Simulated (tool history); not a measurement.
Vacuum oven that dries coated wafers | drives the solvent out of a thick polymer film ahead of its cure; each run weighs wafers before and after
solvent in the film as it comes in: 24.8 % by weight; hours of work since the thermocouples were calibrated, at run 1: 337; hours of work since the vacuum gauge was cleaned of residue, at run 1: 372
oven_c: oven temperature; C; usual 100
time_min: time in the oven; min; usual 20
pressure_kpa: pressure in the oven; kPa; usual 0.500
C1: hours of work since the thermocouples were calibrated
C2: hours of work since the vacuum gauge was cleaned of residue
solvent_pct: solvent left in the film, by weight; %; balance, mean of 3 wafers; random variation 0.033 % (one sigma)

run 1 day=0.000 | oven_c=100 time_min=20 pressure_kpa=0.500 | C1=337 C2=372 | solvent_pct=2.00
run 2 day=0.992 | oven_c=100 time_min=20 pressure_kpa=0.500 | C1=354 C2=390 | solvent_pct=2.01
run 3 day=1.633 | oven_c=115 time_min=20 pressure_kpa=0.500 | C1=365 C2=401 | solvent_pct=0.37
run 4 day=2.271 | oven_c=115 time_min=20 pressure_kpa=0.805 | C1=376 C2=412 | solvent_pct=0.44
run 5 day=3.238 | oven_c=115 time_min=20 pressure_kpa=0.519 | C1=393 C2=429 | solvent_pct=0.29
run 6 day=4.075 | oven_c=115 time_min=20 pressure_kpa=0.519 | C1=408 C2=443 | solvent_pct=0.27
run 7 day=4.921 | oven_c=115 time_min=20 pressure_kpa=0.519 | C1=422 C2=458 | solvent_pct=0.30
run 8 day=5.629 | oven_c=91 time_min=29 pressure_kpa=0.500 | C1=435 C2=470 | solvent_pct=3.41
run 9 day=6.762 | oven_c=100 time_min=20 pressure_kpa=0.271 | C1=454 C2=490 | solvent_pct=1.82
run 10 day=7.675 | oven_c=101 time_min=31 pressure_kpa=0.602 | C1=470 C2=506 | solvent_pct=0.80
run 11 day=8.792 | oven_c=86 time_min=35 pressure_kpa=0.752 | C1=489 C2=525 | solvent_pct=4.87
run 12 day=9.317 | oven_c=86 time_min=35 pressure_kpa=0.752 | C1=499 C2=534 | solvent_pct=4.85
run 13 day=10.046 | oven_c=101 time_min=20 pressure_kpa=1.803 | C1=511 C2=547 | solvent_pct=2.78

4 ways to go on from here, each from the tool as it stands after run 13. What would each give?
run A day=10.721 | oven_c=91 time_min=25 pressure_kpa=1.310 | C1=523 C2=558 | solvent_pct=?
run B day=10.721 | oven_c=88 time_min=20 pressure_kpa=1.477 | C1=523 C2=558 | solvent_pct=?
run C day=10.721 | oven_c=105 time_min=11 pressure_kpa=1.668 | C1=523 C2=558 | solvent_pct=?
run D day=10.721 | oven_c=99 time_min=20 pressure_kpa=1.958 | C1=523 C2=558 | solvent_pct=?

run=A solvent_pct=5.09
run=B solvent_pct=8.23
run=C solvent_pct=3.98
run=D solvent_pct=3.58
Without the tool's hidden state the same runs would have given:
run=A solvent_pct=5.07
run=B solvent_pct=8.22
run=C solvent_pct=3.97
run=D solvent_pct=3.57
